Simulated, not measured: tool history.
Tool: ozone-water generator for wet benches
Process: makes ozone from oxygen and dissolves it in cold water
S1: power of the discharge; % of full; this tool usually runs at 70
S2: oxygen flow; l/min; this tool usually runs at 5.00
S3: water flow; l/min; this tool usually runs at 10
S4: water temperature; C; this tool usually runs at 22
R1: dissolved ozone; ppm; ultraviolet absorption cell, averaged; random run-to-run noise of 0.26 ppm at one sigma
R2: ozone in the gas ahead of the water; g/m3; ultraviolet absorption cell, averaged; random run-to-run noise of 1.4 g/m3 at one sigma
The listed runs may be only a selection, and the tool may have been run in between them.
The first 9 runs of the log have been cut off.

| run | hour | S1 | S2 | S3 | S4 | R1 | R2 |
|---|---|---|---|---|---|---|---|
| 10 | 289.2 | 70 | 5.00 | 10 | 22 | 37.6 | 258.3 |
| 11 | 321.5 | 70 | 5.00 | 10 | 22 | 37.5 | 257.8 |
| 12 | 361.7 | 70 | 5.00 | 10 | 22 | 37.7 | 260.2 |
| 13 | 388.1 | 70 | 5.00 | 10 | 24 | 35.7 | 259.3 |
| 14 | 433.9 | 70 | 5.00 | 10 | 24 | 35.8 | 257.9 |
| 15 | 453.7 | 70 | 5.00 | 10 | 24 | 35.3 | 258.7 |
| 16 | 485.3 | 70 | 5.00 | 10 | 23 | 36.5 | 259.8 |
| 17 | 517.1 | 70 | 5.00 | 10 | 23 | 36.4 | 261.0 |
|  | 521.9 | water thermometer calibrated |
| 18 | 556.9 | 70 | 5.00 | 11 | 27 | 31.6 | 259.7 |
| 19 | 590.0 | 72 | 5.00 | 9 | 22 | 39.4 | 262.8 |
| 20 | 624.2 | 72 | 5.00 | 9 | 22 | 39.6 | 262.0 |
| 21 | 662.2 | 46 | 5.00 | 10 | 15 | 33.4 | 204.7 |
|  | 707.0 | water thermometer calibrated, once more |
| 22 | 707.0 | 96 | 4.91 | 12 | 27 | 36.9 | 305.6 |
| 23 | 743.1 | 61 | 5.00 | 10 | 22 | 34.1 | 239.1 |
| 24 | 766.6 | 80 | 2.96 | 10 | 22 | 37.5 | 322.3 |
| 25 | 800.9 | 48 | 3.82 | 8 | 21 | 34.0 | 223.6 |
| 26 | 824.4 | 64 | 3.90 | 8 | 18 | 41.7 | 264.4 |
| 27 | 870.3 | 50 | 8.50 | 16 | 23 | 24.6 | 181.3 |
| 28 | 917.1 | 50 | 6.72 | 10 | 22 | 31.1 | 195.5 |
| 29 | 961.6 | 50 | 3.54 | 11 | 22 | 27.9 | 238.4 |
| 30 | 981.6 | 67 | 8.89 | 10 | 24 | 34.2 | 210.3 |
| 31 | 1010.3 | 70 | 5.12 | 10 | 19 | 38.7 | 254.3 |
| 32 | 1035.4 | 70 | 2.76 | 6 | 27 | 41.0 | 305.3 |

Alternative continuations, all from the tool just after run 32; predict every row:
| A | 1058.4 | 70 | 2.76 | 15 | 27 | ? | ? |
| B | 1058.4 | 70 | 3.25 | 6 | 27 | ? | ? |
| C | 1058.4 | 70 | 5.00 | 10 | 16 | ? | ? |

| run | R1 | R2 |
|---|---|---|
| A | 24.4 | 306.5 |
| B | 41.5 | 291.4 |
| C | 41.3 | 255.2 |
With no hidden state in the tool, these same runs would have given:
| run | R1 | R2 |
|---|---|---|
| A | 26.8 | 315.4 |
| B | 44.8 | 299.8 |
| C | 45.1 | 262.6 |
